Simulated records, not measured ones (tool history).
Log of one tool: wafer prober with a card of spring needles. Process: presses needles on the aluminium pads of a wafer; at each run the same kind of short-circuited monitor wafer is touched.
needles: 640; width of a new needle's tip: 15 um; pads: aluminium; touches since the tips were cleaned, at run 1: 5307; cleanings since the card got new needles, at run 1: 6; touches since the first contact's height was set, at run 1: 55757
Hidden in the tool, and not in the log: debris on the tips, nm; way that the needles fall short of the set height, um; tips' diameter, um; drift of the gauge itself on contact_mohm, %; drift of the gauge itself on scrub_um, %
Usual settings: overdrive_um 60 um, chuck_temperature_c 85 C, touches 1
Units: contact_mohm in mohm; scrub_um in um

run   hour  overdrive_um  chuck_temperature_c  touches  touches since the tips were cleaned  cleanings since the card got new needles  touches since the first contact's height was set  contact_mohm  scrub_um
  1    0.0            60                   85        1                                 5307                                         6                                             55757           218     12.99
  2   13.9            60                   85        1                                 7926                                         6                                             58376           223     13.00
      16.0  -- tips cleaned on abrasive film
  3   23.0            60                   85        1                                 1332                                         7                                             60086           201     13.00
  4   31.2            60                   85        1                                 2879                                         7                                             61633           210     12.99
  5   41.5            60                   85        1                                 4817                                         7                                             63571           216     13.00
  6   53.2            60                   85        1                                 7037                                         7                                             65791           223     13.03
      59.3  -- tips cleaned on abrasive film
  7   64.7            60                   85        1                                 1028                                         8                                             67938           197     13.00
  8   75.3            60                   85        1                                 3018                                         8                                             69928           207     12.98
  9   84.2            60                   85        1                                 4700                                         8                                             71610           213     12.97
 10   93.0            60                   85        1                                 6362                                         8                                             73272           221     12.97
 11  101.8            72                   85        3                                 8034                                         8                                             74944           197     15.62
     103.1  -- tips cleaned on abrasive film
 12  108.9            72                   85        3                                 1109                                         9                                             76268           192     15.62
 13  115.6            61                   95        1                                 2360                                         9                                             77519           208     13.18

The same runs without the tool's hidden state, with the same run-to-run variation:
run  contact_mohm  scrub_um
  1           189     13.06
  2           188     13.06
  3           189     13.07
  4           191     13.07
  5           189     13.08
  6           191     13.10
  7           188     13.09
  8           187     13.06
  9           187     13.06
 10           190     13.06
 11           188     15.70
 12           189     15.72
 13           192     13.27
